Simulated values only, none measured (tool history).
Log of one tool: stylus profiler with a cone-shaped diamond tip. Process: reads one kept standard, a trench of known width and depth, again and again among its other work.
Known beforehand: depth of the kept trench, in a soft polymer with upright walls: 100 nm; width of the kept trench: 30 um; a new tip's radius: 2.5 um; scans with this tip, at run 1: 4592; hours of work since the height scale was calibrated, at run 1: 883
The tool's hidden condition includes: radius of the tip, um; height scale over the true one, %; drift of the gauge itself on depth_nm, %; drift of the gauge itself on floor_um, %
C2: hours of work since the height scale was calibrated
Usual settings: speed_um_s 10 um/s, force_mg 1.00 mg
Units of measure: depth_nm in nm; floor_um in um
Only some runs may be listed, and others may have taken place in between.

{"run": 1, "day": 0.0, "speed_um_s": 10, "force_mg": 1.0, "scans with this tip": 4592, "C2": 883, "depth_nm": 100.71, "floor_um": 28.27}
{"run": 2, "day": 2.354, "speed_um_s": 10, "force_mg": 1.0, "scans with this tip": 4794, "C2": 922, "depth_nm": 100.71, "floor_um": 28.27}
{"day": 3.529, "done": "height scale calibrated on a step standard"}
{"run": 3, "day": 4.342, "speed_um_s": 10, "force_mg": 1.22, "scans with this tip": 4963, "C2": 13, "depth_nm": 100.37, "floor_um": 28.21}
{"run": 4, "day": 7.062, "speed_um_s": 37, "force_mg": 1.0, "scans with this tip": 5197, "C2": 58, "depth_nm": 100.29, "floor_um": 27.98}
{"run": 5, "day": 9.858, "speed_um_s": 37, "force_mg": 1.0, "scans with this tip": 5437, "C2": 105, "depth_nm": 100.37, "floor_um": 28.0}
{"run": 6, "day": 11.133, "speed_um_s": 37, "force_mg": 1.0, "scans with this tip": 5547, "C2": 126, "depth_nm": 100.33, "floor_um": 27.91}
{"run": 7, "day": 13.471, "speed_um_s": 10, "force_mg": 1.8, "scans with this tip": 5748, "C2": 164, "depth_nm": 100.53, "floor_um": 28.25}
{"run": 8, "day": 14.925, "speed_um_s": 10, "force_mg": 1.0, "scans with this tip": 5873, "C2": 188, "depth_nm": 100.33, "floor_um": 28.18}
{"run": 9, "day": 16.483, "speed_um_s": 10, "force_mg": 1.43, "scans with this tip": 6007, "C2": 214, "depth_nm": 100.44, "floor_um": 28.21}
{"run": 10, "day": 18.746, "speed_um_s": 10, "force_mg": 1.43, "scans with this tip": 6201, "C2": 252, "depth_nm": 100.51, "floor_um": 28.15}
{"run": 11, "day": 20.729, "speed_um_s": 10, "force_mg": 1.43, "scans with this tip": 6372, "C2": 284, "depth_nm": 100.55, "floor_um": 28.18}
{"run": 12, "day": 22.517, "speed_um_s": 6, "force_mg": 1.0, "scans with this tip": 6525, "C2": 314, "depth_nm": 100.41, "floor_um": 28.2}
{"run": 13, "day": 23.796, "speed_um_s": 6, "force_mg": 1.0, "scans with this tip": 6635, "C2": 335, "depth_nm": 100.47, "floor_um": 28.16}
{"run": 14, "day": 26.192, "speed_um_s": 6, "force_mg": 1.0, "scans with this tip": 6841, "C2": 375, "depth_nm": 100.43, "floor_um": 28.14}
{"run": 15, "day": 28.417, "speed_um_s": 6, "force_mg": 1.0, "scans with this tip": 7032, "C2": 412, "depth_nm": 100.41, "floor_um": 28.17}
{"run": 16, "day": 31.133, "speed_um_s": 29, "force_mg": 1.0, "scans with this tip": 7266, "C2": 456, "depth_nm": 100.44, "floor_um": 27.97}
{"run": 17, "day": 33.025, "speed_um_s": 10, "force_mg": 1.0, "scans with this tip": 7429, "C2": 488, "depth_nm": 100.47, "floor_um": 28.09}
{"run": 18, "day": 35.142, "speed_um_s": 10, "force_mg": 1.0, "scans with this tip": 7611, "C2": 523, "depth_nm": 100.51, "floor_um": 28.13}
{"run": 19, "day": 37.096, "speed_um_s": 7, "force_mg": 0.71, "scans with this tip": 7778, "C2": 555, "depth_nm": 100.47, "floor_um": 28.07}
{"run": 20, "day": 38.817, "speed_um_s": 12, "force_mg": 2.15, "scans with this tip": 7926, "C2": 584, "depth_nm": 100.79, "floor_um": 28.09}
{"run": 21, "day": 40.546, "speed_um_s": 16, "force_mg": 0.59, "scans with this tip": 8075, "C2": 612, "depth_nm": 100.53, "floor_um": 28.01}
{"run": 22, "day": 42.792, "speed_um_s": 5, "force_mg": 0.4, "scans with this tip": 8268, "C2": 649, "depth_nm": 100.41, "floor_um": 28.12}
{"run": 23, "day": 44.738, "speed_um_s": 20, "force_mg": 2.38, "scans with this tip": 8435, "C2": 681, "depth_nm": 100.83, "floor_um": 28.09}
{"run": 24, "day": 47.121, "speed_um_s": 34, "force_mg": 1.0, "scans with this tip": 8640, "C2": 721, "depth_nm": 100.61, "floor_um": 27.8}
{"run": 25, "day": 49.104, "speed_um_s": 3, "force_mg": 0.79, "scans with this tip": 8811, "C2": 754, "depth_nm": 100.55, "floor_um": 28.08}
{"run": 26, "day": 51.646, "speed_um_s": 39, "force_mg": 2.84, "scans with this tip": 9029, "C2": 796, "depth_nm": 100.96, "floor_um": 27.94}
{"run": 27, "day": 53.508, "speed_um_s": 7, "force_mg": 2.2, "scans with this tip": 9189, "C2": 827, "depth_nm": 100.86, "floor_um": 28.04}
{"run": 28, "day": 55.367, "speed_um_s": 7, "force_mg": 2.2, "scans with this tip": 9349, "C2": 857, "depth_nm": 100.87, "floor_um": 28.07}
{"run": 29, "day": 56.704, "speed_um_s": 7, "force_mg": 2.2, "scans with this tip": 9464, "C2": 879, "depth_nm": 100.93, "floor_um": 28.05}
{"run": 30, "day": 58.721, "speed_um_s": 10, "force_mg": 1.68, "scans with this tip": 9637, "C2": 913, "depth_nm": 100.8, "floor_um": 28.0}
{"day": 60.558, "done": "height scale calibrated on a step standard"}
{"run": 31, "day": 61.483, "speed_um_s": 8, "force_mg": 1.4, "scans with this tip": 9873, "C2": 15, "depth_nm": 100.43, "floor_um": 28.01}
{"run": 32, "day": 63.846, "speed_um_s": 14, "force_mg": 1.53, "scans with this tip": 10076, "C2": 54, "depth_nm": 100.41, "floor_um": 27.99}
{"run": 33, "day": 65.933, "speed_um_s": 18, "force_mg": 0.42, "scans with this tip": 10255, "C2": 89, "depth_nm": 100.17, "floor_um": 27.88}
{"run": 34, "day": 67.162, "speed_um_s": 6, "force_mg": 1.4, "scans with this tip": 10361, "C2": 109, "depth_nm": 100.46, "floor_um": 28.03}
{"run": 35, "day": 69.729, "speed_um_s": 19, "force_mg": 2.58, "scans with this tip": 10582, "C2": 152, "depth_nm": 100.7, "floor_um": 28.06}
{"run": 36, "day": 71.592, "speed_um_s": 5, "force_mg": 0.42, "scans with this tip": 10742, "C2": 182, "depth_nm": 100.23, "floor_um": 27.97}

Some steps in depth_nm between neighbouring runs. How much of each would the tool show without its hidden state too (settings, what came in, random variation), and how much is left for the hidden state, with any gauge scatter that isn't in both results?
Run 1 -> 2: no setting touched and nothing written in the log between the runs. depth_nm +0.00 nm: hidden state +0.03, all else -0.03.
Run 2 -> 3: force_mg 1.00 -> 1.22, height scale calibrated on a step standard. depth_nm -0.34 nm: hidden state -0.43, all else +0.09.
Run 22 -> 23: speed_um_s 5 -> 20, force_mg 0.40 -> 2.38. depth_nm +0.42 nm: hidden state +0.02, all else +0.40.
Run 25 -> 26: speed_um_s 3 -> 39, force_mg 0.79 -> 2.84. depth_nm +0.41 nm: hidden state +0.02, all else +0.39.
Run 30 -> 31: speed_um_s 10 -> 8, force_mg 1.68 -> 1.40, height scale calibrated on a step standard. depth_nm -0.37 nm: hidden state -0.34, all else -0.03.
Run 35 -> 36: speed_um_s 19 -> 5, force_mg 2.58 -> 0.42. depth_nm -0.47 nm: hidden state +0.02, all else -0.49.
